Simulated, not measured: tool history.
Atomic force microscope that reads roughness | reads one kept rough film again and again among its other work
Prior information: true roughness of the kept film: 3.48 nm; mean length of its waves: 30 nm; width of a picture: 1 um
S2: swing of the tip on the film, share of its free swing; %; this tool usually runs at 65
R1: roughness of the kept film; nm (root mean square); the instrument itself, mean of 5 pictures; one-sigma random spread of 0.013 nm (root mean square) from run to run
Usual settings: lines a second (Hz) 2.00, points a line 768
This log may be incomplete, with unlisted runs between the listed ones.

Run 1, hour 0.0: usual settings. Result: R1 3.003 nm (root mean square).
Run 2, hour 8.3: usual settings. Result: R1 3.015 nm (root mean square).
Run 3, hour 17.4: usual settings but lines a second (Hz) 2.45. Result: R1 2.976 nm (root mean square).
Run 4, hour 25.6: usual settings but S2 84 %. Result: R1 2.682 nm (root mean square).
Run 5, hour 34.0: usual settings but S2 84 %. Result: R1 2.676 nm (root mean square).
Run 6, hour 40.9: usual settings but S2 84 %. Result: R1 2.673 nm (root mean square).
At hour 44.8: new tip fitted.
Run 7, hour 46.3: usual settings but S2 84 %. Result: R1 2.701 nm (root mean square).
Run 8, hour 51.2: usual settings but S2 84 %. Result: R1 2.716 nm (root mean square).
Run 9, hour 56.7: usual settings but S2 64 %. Result: R1 3.043 nm (root mean square).
Run 10, hour 65.2: usual settings. Result: R1 3.020 nm (root mean square).
Run 11, hour 73.5: usual settings but lines a second (Hz) 2.54. Result: R1 2.964 nm (root mean square).
Run 12, hour 77.5: usual settings but lines a second (Hz) 2.54. Result: R1 2.967 nm (root mean square).
Run 13, hour 85.4: usual settings. Result: R1 2.994 nm (root mean square).
Run 14, hour 91.3: usual settings. Result: R1 3.014 nm (root mean square).
Run 15, hour 99.1: usual settings but S2 70 %. Result: R1 2.933 nm (root mean square).
Run 16, hour 103.5: usual settings but S2 70 %. Result: R1 2.954 nm (root mean square).
Run 17, hour 112.6: usual settings but lines a second (Hz) 2.99. Result: R1 2.925 nm (root mean square).
Run 18, hour 120.1: usual settings but lines a second (Hz) 0.79. Result: R1 3.152 nm (root mean square).
Run 19, hour 127.6: usual settings but lines a second (Hz) 0.79. Result: R1 3.140 nm (root mean square).
Run 20, hour 136.9: usual settings but points a line 684. Result: R1 2.991 nm (root mean square).
Run 21, hour 143.1: usual settings but points a line 863. Result: R1 3.010 nm (root mean square).
Run 22, hour 152.1: usual settings but lines a second (Hz) 1.45, points a line 863. Result: R1 3.048 nm (root mean square).
Run 23, hour 158.0: usual settings but lines a second (Hz) 1.45, points a line 863. Result: R1 3.043 nm (root mean square).
Run 24, hour 164.3: usual settings. Result: R1 3.019 nm (root mean square).
Run 25, hour 170.6: usual settings. Result: R1 3.022 nm (root mean square).
Run 26, hour 176.5: usual settings but lines a second (Hz) 0.64. Result: R1 3.152 nm (root mean square).
At hour 178.5: new tip fitted.
Run 27, hour 184.5: usual settings but lines a second (Hz) 0.64. Result: R1 3.153 nm (root mean square).
Run 28, hour 188.5: usual settings but lines a second (Hz) 0.65, S2 62 %, points a line 397. Result: R1 3.151 nm (root mean square).
Run 29, hour 193.0: usual settings but lines a second (Hz) 0.65, S2 62 %, points a line 397. Result: R1 3.164 nm (root mean square).
Run 30, hour 198.3: usual settings but lines a second (Hz) 1.02. Result: R1 3.109 nm (root mean square).
Run 31, hour 204.5: usual settings but lines a second (Hz) 1.02. Result: R1 3.115 nm (root mean square).
Run 32, hour 213.2: usual settings but lines a second (Hz) 1.02. Result: R1 3.098 nm (root mean square).
Run 33, hour 217.5: usual settings but lines a second (Hz) 1.02. Result: R1 3.124 nm (root mean square).
Run 34, hour 223.8: usual settings but S2 87 %, points a line 608. Result: R1 2.608 nm (root mean square).
Run 35, hour 229.7: usual settings but S2 87 %, points a line 608. Result: R1 2.626 nm (root mean square).
Run 36, hour 238.0: usual settings but lines a second (Hz) 0.77, points a line 345. Result: R1 3.101 nm (root mean square).
Run 37, hour 243.8: usual settings but lines a second (Hz) 2.58, S2 60 %, points a line 674. Result: R1 3.022 nm (root mean square).
Run 38, hour 250.7: usual settings but lines a second (Hz) 3.92, S2 77 %, points a line 674. Result: R1 2.546 nm (root mean square).
Run 39, hour 258.2: usual settings but lines a second (Hz) 3.01, S2 85 %, points a line 990. Result: R1 2.440 nm (root mean square).
Run 40, hour 262.9: usual settings but lines a second (Hz) 3.01, S2 85 %, points a line 990. Result: R1 2.452 nm (root mean square).
Run 41, hour 270.2: usual settings but lines a second (Hz) 0.88, S2 67 %, points a line 628. Result: R1 3.120 nm (root mean square).
Run 42, hour 276.9: usual settings but lines a second (Hz) 0.88, S2 67 %, points a line 628. Result: R1 3.101 nm (root mean square).
Run 43, hour 285.0: usual settings but lines a second (Hz) 0.88, S2 75 %, points a line 271. Result: R1 3.017 nm (root mean square).
Run 44, hour 293.9: usual settings but S2 67 %. Result: R1 2.958 nm (root mean square).
Run 45, hour 303.1: usual settings but S2 67 %. Result: R1 2.988 nm (root mean square).
Run 46, hour 310.3: usual settings but S2 67 %. Result: R1 2.972 nm (root mean square).
At hour 311.7: new tip fitted.
Run 47, hour 315.1: usual settings but S2 67 %. Result: R1 2.961 nm (root mean square).
Run 48, hour 323.7: usual settings but lines a second (Hz) 3.75, S2 58 %, points a line 603. Result: R1 2.965 nm (root mean square).
Run 49, hour 329.0: usual settings but S2 70 %. Result: R1 2.947 nm (root mean square).
Run 50, hour 335.0: usual settings but S2 70 %. Result: R1 2.932 nm (root mean square).
Run 51, hour 343.0: usual settings but lines a second (Hz) 1.18, S2 86 %, points a line 330. Result: R1 2.865 nm (root mean square).
Run 52, hour 352.6: usual settings but lines a second (Hz) 0.61, S2 61 %. Result: R1 3.171 nm (root mean square).
Run 53, hour 359.3: usual settings but lines a second (Hz) 0.82, points a line 264. Result: R1 3.072 nm (root mean square).
Run 54, hour 367.5: usual settings but lines a second (Hz) 0.82, points a line 264. Result: R1 3.084 nm (root mean square).

Below, some changes in R1 between adjacent runs. For each, the amount present without the hidden state too (settings, incoming material, random variation) and the amount remaining for the hidden state with gauge scatter not shared by both compared results:
Unlogged tool condition in this case: radius of the tip, nm; height scale over the true one, %; drift of the gauge itself on roughness_nm, %.
Run 6 -> 7: new tip fitted. R1 +0.028 nm (root mean square): hidden state +0.013, all else +0.015.
Run 26 -> 27: new tip fitted. R1 +0.001 nm (root mean square): hidden state +0.016, all else -0.015.
Run 33 -> 34: lines a second (Hz) 1.02 -> 2.00, S2 65 -> 87, points a line 768 -> 608. R1 -0.516 nm (root mean square): hidden state +0.001, all else -0.517.
Run 37 -> 38: lines a second (Hz) 2.58 -> 3.92, S2 60 -> 77. R1 -0.476 nm (root mean square): hidden state +0.002, all else -0.478.
Run 40 -> 41: lines a second (Hz) 3.01 -> 0.88, S2 85 -> 67, points a line 990 -> 628. R1 +0.668 nm (root mean square): hidden state -0.002, all else +0.670.
Run 46 -> 47: new tip fitted. R1 -0.011 nm (root mean square): hidden state +0.014, all else -0.025.

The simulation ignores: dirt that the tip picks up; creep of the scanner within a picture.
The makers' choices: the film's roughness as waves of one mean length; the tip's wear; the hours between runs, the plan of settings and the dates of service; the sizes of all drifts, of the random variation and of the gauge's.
